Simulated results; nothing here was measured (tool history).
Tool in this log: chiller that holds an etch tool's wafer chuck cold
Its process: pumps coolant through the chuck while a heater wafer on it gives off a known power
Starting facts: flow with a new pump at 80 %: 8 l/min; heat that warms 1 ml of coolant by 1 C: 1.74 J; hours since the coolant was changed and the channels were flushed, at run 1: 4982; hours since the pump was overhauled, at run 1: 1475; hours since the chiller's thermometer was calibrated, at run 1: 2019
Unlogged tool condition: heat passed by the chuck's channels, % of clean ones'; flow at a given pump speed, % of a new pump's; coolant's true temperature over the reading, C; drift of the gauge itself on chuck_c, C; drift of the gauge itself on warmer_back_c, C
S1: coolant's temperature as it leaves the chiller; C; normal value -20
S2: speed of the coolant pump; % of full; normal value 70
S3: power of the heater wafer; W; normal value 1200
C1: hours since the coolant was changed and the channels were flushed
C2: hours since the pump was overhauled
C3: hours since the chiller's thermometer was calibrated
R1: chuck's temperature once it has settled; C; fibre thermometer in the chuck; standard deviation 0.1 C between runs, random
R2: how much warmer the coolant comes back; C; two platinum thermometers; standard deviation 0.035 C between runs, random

run 1 hour=0.0 | S1=-20 S2=70 S3=1200 | C1=4982 C2=1475 C3=2019 | R1=-8.2 R2=6.05
run 2 hour=67.7 | S1=-20 S2=95 S3=1200 | C1=5050 C2=1543 C3=2087 | R1=-11.0 R2=4.30
run 3 hour=118.3 | S1=-20 S2=95 S3=1200 | C1=5100 C2=1594 C3=2137 | R1=-11.1 R2=4.25
run 4 hour=192.6 | S1=-20 S2=75 S3=1200 | C1=5175 C2=1668 C3=2212 | R1=-8.8 R2=5.57
run 5 hour=251.3 | S1=-20 S2=70 S3=1200 | C1=5233 C2=1727 C3=2270 | R1=-8.2 R2=5.95
run 6 hour=301.8 | S1=-20 S2=70 S3=1200 | C1=5284 C2=1777 C3=2321 | R1=-8.3 R2=5.93
run 7 hour=355.2 | S1=-29 S2=70 S3=1200 | C1=5337 C2=1831 C3=2374 | R1=-17.1 R2=6.00
run 8 hour=389.5 | S1=-18 S2=70 S3=1200 | C1=5371 C2=1865 C3=2408 | R1=-6.4 R2=5.94
run 9 hour=432.7 | S1=-18 S2=70 S3=1200 | C1=5415 C2=1908 C3=2452 | R1=-6.3 R2=5.94
run 10 hour=499.8 | S1=-20 S2=70 S3=1746 | C1=5482 C2=1975 C3=2519 | R1=-2.7 R2=8.66
run 11 hour=565.7 | S1=-20 S2=70 S3=1746 | C1=5548 C2=2041 C3=2585 | R1=-2.9 R2=8.69
run 12 hour=632.0 | S1=-20 S2=70 S3=1746 | C1=5614 C2=2107 C3=2651 | R1=-2.9 R2=8.60
run 13 hour=710.3 | S1=-20 S2=70 S3=1746 | C1=5692 C2=2186 C3=2729 | R1=-2.8 R2=8.66
run 14 hour=742.5 | S1=-24 S2=79 S3=1101 | C1=5724 C2=2218 C3=2761 | R1=-14.4 R2=4.72
run 15 hour=815.4 | S1=-24 S2=79 S3=1101 | C1=5797 C2=2291 C3=2834 | R1=-14.1 R2=4.65
run 16 hour=892.6 | S1=-24 S2=79 S3=1101 | C1=5875 C2=2368 C3=2912 | R1=-14.4 R2=4.61
run 17 hour=962.2 | S1=-24 S2=79 S3=1101 | C1=5944 C2=2438 C3=2981 | R1=-14.2 R2=4.65
run 18 hour=1038.8 | S1=-24 S2=79 S3=1101 | C1=6021 C2=2514 C3=3058 | R1=-14.2 R2=4.59
run 19 hour=1083.6 | S1=-20 S2=64 S3=1014 | C1=6066 C2=2559 C3=3103 | R1=-9.0 R2=5.44
run 20 hour=1126.8 | S1=-20 S2=64 S3=1014 | C1=6109 C2=2602 C3=3146 | R1=-9.2 R2=5.40
run 21 hour=1159.5 | S1=-20 S2=64 S3=1014 | C1=6141 C2=2635 C3=3178 | R1=-9.3 R2=5.42
run 22 hour=1214.1 | S1=-25 S2=84 S3=1772 | C1=6196 C2=2690 C3=3233 | R1=-10.2 R2=7.01
run 23 hour=1246.8 | S1=-25 S2=84 S3=1772 | C1=6229 C2=2722 C3=3266 | R1=-10.2 R2=7.15
run 24 hour=1302.0 | S1=-16 S2=70 S3=779 | C1=6284 C2=2777 C3=3321 | R1=-8.3 R2=3.67
run 25 hour=1376.1 | S1=-25 S2=95 S3=1547 | C1=6358 C2=2852 C3=3395 | R1=-13.5 R2=5.32

Consider 4 possible next runs. They are alternatives, not a sequence: every one starts from the tool as it was left by run 25. What does each give?
run A hour=1453.8 | S1=-26 S2=70 S3=938 | C1=6436 C2=2929 C3=3473 | R1=? R2=?
run B hour=1453.8 | S1=-20 S2=95 S3=1512 | C1=6436 C2=2929 C3=3473 | R1=? R2=?
run C hour=1453.8 | S1=-25 S2=95 S3=962 | C1=6436 C2=2929 C3=3473 | R1=? R2=?
run D hour=1453.8 | S1=-18 S2=65 S3=1630 | C1=6436 C2=2929 C3=3473 | R1=? R2=?

run=A R1=-16.9 R2=4.43
run=B R1=-8.6 R2=5.16
run=C R1=-17.8 R2=3.15
run=D R1=-0.8 R2=8.52
Without the tool's hidden state the same runs would have given:
run=A R1=-16.9 R2=4.69
run=B R1=-8.6 R2=5.42
run=C R1=-17.8 R2=3.41
run=D R1=-0.8 R2=8.78

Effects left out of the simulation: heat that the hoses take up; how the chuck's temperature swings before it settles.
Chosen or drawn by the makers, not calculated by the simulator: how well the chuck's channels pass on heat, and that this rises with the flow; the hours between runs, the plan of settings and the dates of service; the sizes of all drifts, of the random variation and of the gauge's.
